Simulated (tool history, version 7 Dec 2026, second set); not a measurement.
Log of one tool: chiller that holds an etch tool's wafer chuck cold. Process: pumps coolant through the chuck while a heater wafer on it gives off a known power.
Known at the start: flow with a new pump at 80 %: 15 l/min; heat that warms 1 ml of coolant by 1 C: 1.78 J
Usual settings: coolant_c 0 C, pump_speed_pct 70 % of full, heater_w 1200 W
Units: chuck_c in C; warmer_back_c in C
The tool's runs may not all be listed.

run    hour  coolant_c  pump_speed_pct  heater_w  chuck_c  warmer_back_c
  1     0.0          0              70      1200     16.2           3.11
  2    97.3          0              70       925     12.6           2.44
  3   165.9          0              92      1200     14.6           2.40
  4   300.7          0              92      1200     14.6           2.42
  5   404.4          0              92      1200     14.4           2.42
  6   484.4          0              92      1200     14.4           2.43
  7   631.5          0              92      1200     14.7           2.44
  8   695.5          0              92      1200     14.6           2.43
  9   798.4          0              92      1200     14.8           2.44
 10   944.3          0              92      1200     14.8           2.42
 11  1076.3         -5              77      1166     10.6           2.80
 12  1215.8         -9              77       791      1.8           1.90
 13  1290.8         -9              77       791      2.0           1.91
 14  1375.5         -9              77       791      1.7           1.94
 15  1442.6         -8              96      1662     12.4           3.27
 16  1515.2         -8              96      1662     12.6           3.25
 17  1650.6          0              68      1144     16.8           3.13
 18  1779.9          9              73       834     20.9           2.12
 19  1907.4          0              70       618      9.2           1.69

Forecast each of these 3 alternatives for the next run:
  A  2040.9          0              70       857        ?              ?
  B  2040.9         -2              70      1200        ?              ?
  C  2040.9         -9              70      1100        ?              ?

run  chuck_c  warmer_back_c
  A     12.7           2.33
  B     15.5           3.19
  C      7.1           2.97
Without the tool's hidden state the same runs would have given:
run  chuck_c  warmer_back_c
  A     10.2           2.24
  B     12.1           3.06
  C      4.0           2.84

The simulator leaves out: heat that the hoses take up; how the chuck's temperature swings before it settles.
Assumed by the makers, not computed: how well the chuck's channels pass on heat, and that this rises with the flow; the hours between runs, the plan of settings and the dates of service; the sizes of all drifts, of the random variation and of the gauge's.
